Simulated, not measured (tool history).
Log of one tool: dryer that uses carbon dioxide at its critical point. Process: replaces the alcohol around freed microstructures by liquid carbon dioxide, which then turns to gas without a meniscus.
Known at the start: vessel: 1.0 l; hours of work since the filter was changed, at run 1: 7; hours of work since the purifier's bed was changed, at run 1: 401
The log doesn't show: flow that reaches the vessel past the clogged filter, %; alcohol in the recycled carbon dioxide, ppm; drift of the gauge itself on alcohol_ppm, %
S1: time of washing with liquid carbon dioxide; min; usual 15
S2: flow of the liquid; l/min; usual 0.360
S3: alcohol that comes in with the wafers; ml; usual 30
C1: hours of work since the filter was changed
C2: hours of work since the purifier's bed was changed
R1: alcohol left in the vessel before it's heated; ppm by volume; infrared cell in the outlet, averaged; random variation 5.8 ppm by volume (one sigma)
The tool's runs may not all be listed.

| run | hour | S1 | S2 | S3 | C1 | C2 | R1 |
|---|---|---|---|---|---|---|---|
| 1 | 0.0 | 15 | 0.360 | 30 | 7 | 401 | 290 |
| 2 | 15.6 | 15 | 0.360 | 115 | 14 | 409 | 843 |
| 3 | 49.9 | 14 | 0.360 | 115 | 30 | 425 | 1156 |
| 4 | 67.2 | 15 | 0.388 | 30 | 39 | 434 | 231 |
| 5 | 84.3 | 15 | 0.589 | 30 | 47 | 442 | 114 |
| 6 | 117.6 | 15 | 0.589 | 30 | 63 | 458 | 114 |
| 7 | 139.8 | 15 | 0.589 | 30 | 73 | 468 | 121 |
| 8 | 176.2 | 15 | 0.589 | 30 | 91 | 485 | 118 |
| 9 | 213.0 | 19 | 0.360 | 116 | 108 | 503 | 340 |
| 10 | 228.6 | 19 | 0.360 | 116 | 116 | 510 | 340 |
| 11 | 263.7 | 21 | 0.360 | 23 | 132 | 527 | 140 |

The next listed run, before its measurement:
| 12 | 286.9 | 15 | 0.592 | 30 | 143 | 538 | ? |

Run 12 gave R1 134 ppm by volume.
Without the tool's hidden state the same run would have given R1 15 ppm by volume.
